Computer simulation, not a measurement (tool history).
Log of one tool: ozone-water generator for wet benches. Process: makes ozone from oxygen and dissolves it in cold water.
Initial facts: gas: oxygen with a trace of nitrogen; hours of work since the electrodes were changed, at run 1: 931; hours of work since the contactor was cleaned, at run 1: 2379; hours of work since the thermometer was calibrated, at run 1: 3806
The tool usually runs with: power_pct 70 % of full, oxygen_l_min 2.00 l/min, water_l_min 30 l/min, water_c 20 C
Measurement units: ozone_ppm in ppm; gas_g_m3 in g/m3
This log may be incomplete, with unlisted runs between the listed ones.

run	hour	power_pct	oxygen_l_min	water_l_min	water_c	hours of work since the electrodes were changed	hours of work since the contactor was cleaned	hours of work since the thermometer was calibrated	ozone_ppm	gas_g_m3
1	0.0	70	2.00	30	20	931	2379	3806	7.5	200.7
2	45.3	70	2.00	30	20	974	2422	3849	7.4	200.6
3	93.7	70	2.00	30	20	1020	2467	3895	7.3	200.0
4	132.6	71	2.00	30	20	1057	2504	3932	7.5	201.1
5	176.8	71	2.00	30	20	1099	2546	3973	7.5	202.2
6	241.7	71	2.00	30	20	1160	2607	4035	7.4	201.0
# hour 311.8: water thermometer calibrated
7	314.3	71	2.00	30	20	1228	2675	2	7.5	199.5
8	400.2	71	1.09	30	20	1309	2757	84	6.4	291.9
9	481.5	71	1.09	30	20	1386	2834	160	6.5	293.3
10	551.0	71	1.09	30	20	1452	2899	226	6.3	291.3
11	596.9	71	1.09	30	20	1495	2943	270	6.6	289.0
# hour 609.5: water thermometer calibrated, once more
12	671.8	71	1.09	30	20	1566	3013	59	6.4	290.2
13	724.6	70	2.00	30	20	1616	3063	109	7.3	196.4
14	791.5	70	2.00	30	12	1679	3126	172	7.5	196.5
15	861.2	70	2.00	30	12	1745	3192	238	7.5	195.3
16	936.0	70	2.00	30	20	1816	3263	309	7.3	197.2
17	993.8	70	2.00	30	20	1870	3318	363	7.2	196.5
18	1080.2	70	2.00	30	20	1952	3399	445	7.2	195.1
19	1166.6	70	1.87	38	20	2034	3481	527	5.3	204.7
20	1239.9	70	1.87	38	20	2103	3550	596	5.3	202.8
21	1322.7	70	1.87	38	20	2181	3628	674	5.4	200.6
22	1380.0	70	2.00	25	20	2235	3683	729	8.8	194.3
23	1429.1	70	2.00	19	21	2282	3729	775	11.1	193.1
24	1488.0	81	2.72	20	16	2338	3785	831	12.8	177.2
25	1572.0	95	2.00	18	20	2417	3864	910	14.7	235.8
26	1617.5	98	2.20	40	22	2460	3907	953	6.3	227.9
27	1655.2	98	1.40	40	22	2496	3943	989	5.8	304.2
28	1742.5	70	2.53	20	20	2578	4025	1071	11.0	164.4
29	1790.1	70	1.91	28	22	2623	4070	1116	7.4	195.8
30	1853.0	43	1.05	28	23	2683	4130	1176	4.7	207.9
31	1915.0	43	1.70	28	23	2741	4189	1234	5.1	152.9
32	1969.1	85	1.27	30	20	2793	4240	1286	7.2	289.3

Selected run-to-run steps in ozone_ppm, each split into two signed amounts: the part the tool would show with no hidden state at all (from settings, incoming material and random variation), and the remainder, which goes to the hidden state together with any gauge scatter not common to the measured and the hidden-state-free results:
Hidden state at play: yield of the discharge, % of new electrodes'; contactor's efficiency, % of a clean one's; true water temperature over the reading, C; drift of the gauge itself on ozone_ppm, %; drift of the gauge itself on gas_g_m3, %.
Run 25 -> 26: power_pct 95 -> 98, oxygen_l_min 2.00 -> 2.20, water_l_min 18 -> 40, water_c 20 -> 22. ozone_ppm -8.4 ppm: hidden state +1.2, all else -9.6.
Run 27 -> 28: power_pct 98 -> 70, oxygen_l_min 1.40 -> 2.53, water_l_min 40 -> 20, water_c 22 -> 20. ozone_ppm +5.2 ppm: hidden state -0.6, all else +5.8.
Run 28 -> 29: oxygen_l_min 2.53 -> 1.91, water_l_min 20 -> 28, water_c 20 -> 22. ozone_ppm -3.6 ppm: hidden state +0.5, all else -4.1.
Run 31 -> 32: power_pct 43 -> 85, oxygen_l_min 1.70 -> 1.27, water_l_min 28 -> 30, water_c 23 -> 20. ozone_ppm +2.1 ppm: hidden state -0.7, all else +2.8.
